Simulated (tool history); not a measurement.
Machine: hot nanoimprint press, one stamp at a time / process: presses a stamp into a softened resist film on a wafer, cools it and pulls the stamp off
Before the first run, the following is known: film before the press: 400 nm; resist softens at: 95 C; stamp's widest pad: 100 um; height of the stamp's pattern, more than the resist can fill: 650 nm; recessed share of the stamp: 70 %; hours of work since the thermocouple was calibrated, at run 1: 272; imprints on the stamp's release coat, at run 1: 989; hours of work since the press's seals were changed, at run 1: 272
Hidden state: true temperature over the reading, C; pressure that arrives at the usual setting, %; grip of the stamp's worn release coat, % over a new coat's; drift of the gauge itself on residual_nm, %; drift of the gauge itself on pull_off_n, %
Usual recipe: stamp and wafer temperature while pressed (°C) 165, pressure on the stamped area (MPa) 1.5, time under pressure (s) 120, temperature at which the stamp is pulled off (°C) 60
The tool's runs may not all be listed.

run	hour	stamp and wafer temperature while pressed (°C)	pressure on the stamped area (MPa)	time under pressure (s)	temperature at which the stamp is pulled off (°C)	hours of work since the thermocouple was calibrated	imprints on the stamp's release coat	hours of work since the press's seals were changed	resist left under the stamp's widest pad (Å)	greatest force while the stamp is pulled off (N)
1	0	165	1.5	120	60	272	989	272	1533	231
# hour 20.8: stamp cleaned and given a new release coat
2	69.7	165	1.5	120	53	322	142	322	1530	230
3	140.7	165	1.5	120	53	379	347	379	1509	236
# hour 211.2: plate thermocouple calibrated
4	212.6	165	1.5	120	53	1	547	434	1483	238
5	267	165	1.38	120	60	44	705	477	1535	224
6	338	165	1.38	120	60	101	910	533	1534	225
# hour 366.6: plate thermocouple calibrated, once more
7	371.9	165	1.38	120	60	4	1000	558	1659	235
# hour 387.1: stamp cleaned and given a new release coat
8	433.2	165	1.38	120	60	48	134	602	1651	217
9	493.5	165	1.38	120	60	96	309	650	1648	220
10	540.3	165	1.38	120	60	133	444	687	1631	220
11	574.2	165	1.5	120	56	160	542	714	1567	235
12	605.4	165	1.5	120	60	185	633	739	1569	226
13	661.3	165	1.5	174	60	230	795	783	1355	226
14	727.9	165	1.5	120	60	282	988	836	1542	230
# hour 745.6: stamp cleaned and given a new release coat
# hour 764.2: press's hydraulic seals changed and the load cell set to zero
15	785.2	169	1.72	132	62	317	92	17	1172	209
16	842.2	169	1.72	132	62	362	257	62	1166	213
17	882.6	162	1.96	94	56	394	374	94	1612	229
# hour 936.3: plate thermocouple calibrated
18	949.8	165	1.32	120	60	11	560	145	1694	224
19	997.1	165	1.5	237	57	48	697	183	1216	237
20	1065.2	173	1.5	77	60	102	894	237	1408	233
# hour 1116: stamp cleaned and given a new release coat
21	1126.6	173	1.5	77	60	147	31	281	1400	214
22	1166.5	165	0.93	120	48	178	146	313	1969	243
23	1214.5	165	0.93	120	48	216	285	351	1967	247
24	1248.2	171	1.06	118	54	243	383	378	1502	235
25	1316.4	165	1.94	120	60	297	581	432	1358	226
26	1378.8	165	1.55	120	60	347	762	482	1515	228
27	1440.4	177	1.07	134	46	396	940	531	1153	265
# hour 1474.6: stamp cleaned and given a new release coat
28	1481	177	1.07	134	46	424	18	558	1142	245

5 ways to go on from here, each from the tool as it stands after run 28. What would each give?
# hour 1494.7: plate thermocouple calibrated
A	1550.2	176	1.07	127	46	44	210	611	?	?
# hour 1494.7: plate thermocouple calibrated
B	1550.2	175	1.07	65	46	44	210	611	?	?
# hour 1494.7: plate thermocouple calibrated
C	1550.2	157	1.56	120	59	44	210	611	?	?
# hour 1494.7: plate thermocouple calibrated
D	1550.2	166	1.5	120	60	44	210	611	?	?
# hour 1494.7: plate thermocouple calibrated
E	1550.2	158	0.91	120	64	44	210	611	?	?

run	resist left under the stamp's widest pad (Å)	greatest force while the stamp is pulled off (N)
A	1263	253
B	1690	253
C	2115	223
D	1546	217
E	2544	210
The same runs, with their run-to-run variation unchanged, on a tool lacking any hidden condition would have given:
run	resist left under the stamp's widest pad (Å)	greatest force while the stamp is pulled off (N)
A	1246	248
B	1669	248
C	2081	219
D	1518	212
E	2523	206
